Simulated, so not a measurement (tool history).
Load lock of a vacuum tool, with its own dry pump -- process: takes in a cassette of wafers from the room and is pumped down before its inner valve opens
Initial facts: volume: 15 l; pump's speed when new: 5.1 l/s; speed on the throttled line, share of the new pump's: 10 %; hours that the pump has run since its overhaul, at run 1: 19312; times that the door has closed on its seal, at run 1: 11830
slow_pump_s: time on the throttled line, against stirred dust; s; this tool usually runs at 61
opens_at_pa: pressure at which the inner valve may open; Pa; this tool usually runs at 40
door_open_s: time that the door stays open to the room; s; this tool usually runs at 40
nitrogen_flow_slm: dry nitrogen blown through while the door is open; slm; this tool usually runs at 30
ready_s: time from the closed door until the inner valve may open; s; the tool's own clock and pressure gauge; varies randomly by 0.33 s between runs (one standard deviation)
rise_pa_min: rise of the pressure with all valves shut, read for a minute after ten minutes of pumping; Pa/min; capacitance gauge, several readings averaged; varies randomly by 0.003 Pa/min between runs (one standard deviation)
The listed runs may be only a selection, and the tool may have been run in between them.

run	hour	slow_pump_s	opens_at_pa	door_open_s	nitrogen_flow_slm	hours that the pump has run since its overhaul	times that the door has closed on its seal	incoming humidity of the room's air, %	ready_s	rise_pa_min
1	0.0	61	40	40	30	19312	11830	42.3	81.4	0.087
2	497.4	61	40	40	30	19810	12847	47.1	81.3	0.109
3	1144.6	61	40	40	30	20457	14169	44.4	81.6	0.122
4	1677.6	61	40	40	30	20990	15258	45.8	81.5	0.123
5	2287.4	61	40	40	30	21600	16504	42.8	82.3	0.135
6	2754.3	61	61	40	6	22067	17458	46.7	80.7	0.182
7	3256.3	114	35	28	16	22569	18484	43.4	130.2	0.166
8	3835.3	114	35	28	16	23148	19667	43.3	128.6	0.185
9	4235.7	114	35	28	16	23548	20485	45.3	128.5	0.189
10	4716.6	117	40	40	30	24029	21468	43.7	131.5	0.185

Hidden state or all else? Some run-to-run changes of ready_s, split into what the settings, what came in and random variation would give without the hidden state, and what is left for the hidden state (with any gauge scatter that isn't in both results):
Unlogged tool condition in this case: pump's speed, % of a new pump's; leak at the door's seal, Pa l/s; drift of the gauge itself on ready_s, %; drift of the gauge itself on rise_pa_min, %.
Run 6 -> 7: slow_pump_s 61 -> 114, opens_at_pa 61 -> 35, door_open_s 40 -> 28, nitrogen_flow_slm 6 -> 16. ready_s +49.5 s: hidden state -0.6, all else +50.1.
